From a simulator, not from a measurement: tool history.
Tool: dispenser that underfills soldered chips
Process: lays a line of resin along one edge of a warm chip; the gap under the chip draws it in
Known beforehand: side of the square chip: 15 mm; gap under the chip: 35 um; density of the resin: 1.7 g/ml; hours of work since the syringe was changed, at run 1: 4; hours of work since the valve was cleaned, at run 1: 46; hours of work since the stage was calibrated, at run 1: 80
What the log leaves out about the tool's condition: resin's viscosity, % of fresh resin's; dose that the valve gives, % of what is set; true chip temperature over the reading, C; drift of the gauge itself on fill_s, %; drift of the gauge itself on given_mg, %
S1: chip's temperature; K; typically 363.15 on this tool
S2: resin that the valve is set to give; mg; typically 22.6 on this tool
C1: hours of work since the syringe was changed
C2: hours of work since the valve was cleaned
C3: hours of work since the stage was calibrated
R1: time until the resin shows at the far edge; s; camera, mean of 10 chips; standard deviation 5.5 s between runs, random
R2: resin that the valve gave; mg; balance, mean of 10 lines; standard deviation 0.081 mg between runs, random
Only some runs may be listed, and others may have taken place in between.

{"run": 1, "day": 0.0, "S1": 363.15, "S2": 22.6, "C1": 4, "C2": 46, "C3": 80, "R1": 654.5, "R2": 21.82}
{"day": 0.162, "done": "new syringe of resin"}
{"run": 2, "day": 0.292, "S1": 363.15, "S2": 19.7, "C1": 2, "C2": 50, "C3": 84, "R1": 619.1, "R2": 18.79}
{"day": 0.412, "done": "dispensing valve cleaned and set on the balance"}
{"run": 3, "day": 0.5, "S1": 363.15, "S2": 19.7, "C1": 4, "C2": 1, "C3": 87, "R1": 671.9, "R2": 19.57}
{"day": 0.629, "done": "new syringe of resin"}
{"run": 4, "day": 0.758, "S1": 363.15, "S2": 19.7, "C1": 2, "C2": 5, "C3": 90, "R1": 620.4, "R2": 19.53}
{"run": 5, "day": 0.908, "S1": 363.15, "S2": 19.7, "C1": 4, "C2": 7, "C3": 93, "R1": 683, "R2": 19.64}
{"day": 1.054, "done": "new syringe of resin"}
{"run": 6, "day": 1.171, "S1": 363.15, "S2": 19.7, "C1": 2, "C2": 11, "C3": 96, "R1": 607.7, "R2": 19.44}
{"run": 7, "day": 1.346, "S1": 354.15, "S2": 22.6, "C1": 4, "C2": 13, "C3": 99, "R1": 1037.6, "R2": 22.3}
{"day": 1.479, "done": "new syringe of resin"}
{"run": 8, "day": 1.629, "S1": 354.15, "S2": 22.6, "C1": 2, "C2": 17, "C3": 103, "R1": 948.5, "R2": 22.3}
{"run": 9, "day": 1.838, "S1": 354.15, "S2": 22.6, "C1": 5, "C2": 21, "C3": 106, "R1": 1098.3, "R2": 22.19}
{"day": 1.908, "done": "new syringe of resin"}
{"run": 10, "day": 1.992, "S1": 354.15, "S2": 22.6, "C1": 1, "C2": 23, "C3": 108, "R1": 896.3, "R2": 22.06}
{"run": 11, "day": 2.142, "S1": 354.15, "S2": 22.6, "C1": 3, "C2": 25, "C3": 110, "R1": 1006.6, "R2": 22.2}
{"day": 2.329, "done": "new syringe of resin"}
{"run": 12, "day": 2.425, "S1": 354.15, "S2": 22.6, "C1": 1, "C2": 29, "C3": 114, "R1": 916.4, "R2": 22.05}
{"run": 13, "day": 2.712, "S1": 352.15, "S2": 21.6, "C1": 6, "C2": 33, "C3": 119, "R1": 1216.3, "R2": 21.26}
{"day": 2.754, "done": "new syringe of resin"}
{"run": 14, "day": 2.867, "S1": 372.15, "S2": 22.6, "C1": 2, "C2": 35, "C3": 121, "R1": 411.3, "R2": 21.78}
{"run": 15, "day": 3.1, "S1": 371.15, "S2": 25.6, "C1": 5, "C2": 39, "C3": 124, "R1": 510.6, "R2": 24.73}
{"day": 3.188, "done": "new syringe of resin"}
{"run": 16, "day": 3.404, "S1": 356.15, "S2": 21, "C1": 3, "C2": 43, "C3": 129, "R1": 914.8, "R2": 20.18}
{"run": 17, "day": 3.533, "S1": 352.15, "S2": 27.4, "C1": 5, "C2": 45, "C3": 130, "R1": 1219.4, "R2": 26.29}
{"day": 3.604, "done": "new syringe of resin"}
{"run": 18, "day": 3.692, "S1": 352.15, "S2": 27.4, "C1": 1, "C2": 47, "C3": 133, "R1": 993.1, "R2": 26.35}
{"run": 19, "day": 3.892, "S1": 353.15, "S2": 21.2, "C1": 4, "C2": 50, "C3": 136, "R1": 1119, "R2": 20.33}
{"day": 4.004, "done": "dispensing valve cleaned and set on the balance"}
{"day": 4.075, "done": "new syringe of resin"}
{"run": 20, "day": 4.192, "S1": 370.15, "S2": 27.2, "C1": 2, "C2": 3, "C3": 139, "R1": 449.5, "R2": 27.1}
{"run": 21, "day": 4.467, "S1": 362.15, "S2": 22.6, "C1": 6, "C2": 7, "C3": 143, "R1": 760.5, "R2": 22.6}
{"day": 4.496, "done": "new syringe of resin"}
{"run": 22, "day": 4.675, "S1": 363.15, "S2": 28.9, "C1": 3, "C2": 10, "C3": 146, "R1": 630.3, "R2": 28.84}
{"day": 4.925, "done": "new syringe of resin"}
{"run": 23, "day": 4.975, "S1": 370.15, "S2": 20.3, "C1": 1, "C2": 14, "C3": 151, "R1": 439.8, "R2": 20.04}
{"run": 24, "day": 5.188, "S1": 356.15, "S2": 24.7, "C1": 4, "C2": 17, "C3": 154, "R1": 931.4, "R2": 24.34}

Branching from run 24: 5 alternative next runs. What would each branch give?
{"run": "A", "day": 5.312, "S1": 353.15, "S2": 25.5, "C1": 6, "C2": 19, "C3": 156, "R1": "?", "R2": "?"}
{"run": "B", "day": 5.312, "S1": 356.15, "S2": 21, "C1": 6, "C2": 19, "C3": 156, "R1": "?", "R2": "?"}
{"run": "C", "day": 5.312, "S1": 356.15, "S2": 27.4, "C1": 6, "C2": 19, "C3": 156, "R1": "?", "R2": "?"}
{"run": "D", "day": 5.312, "S1": 371.15, "S2": 28.8, "C1": 6, "C2": 19, "C3": 156, "R1": "?", "R2": "?"}
{"run": "E", "day": 5.312, "S1": 355.15, "S2": 24.8, "C1": 6, "C2": 19, "C3": 156, "R1": "?", "R2": "?"}

run=A R1=1168.6 R2=25.17
run=B R1=1046.1 R2=20.7
run=C R1=985.4 R2=27.1
run=D R1=506.5 R2=28.34
run=E R1=1048.2 R2=24.57
Had the tool no hidden state, the same runs would have come out as:
run=A R1=883.6 R2=25.53
run=B R1=790.5 R2=21
run=C R1=745.7 R2=27.5
run=D R1=384.5 R2=28.75
run=E R1=792.8 R2=24.92

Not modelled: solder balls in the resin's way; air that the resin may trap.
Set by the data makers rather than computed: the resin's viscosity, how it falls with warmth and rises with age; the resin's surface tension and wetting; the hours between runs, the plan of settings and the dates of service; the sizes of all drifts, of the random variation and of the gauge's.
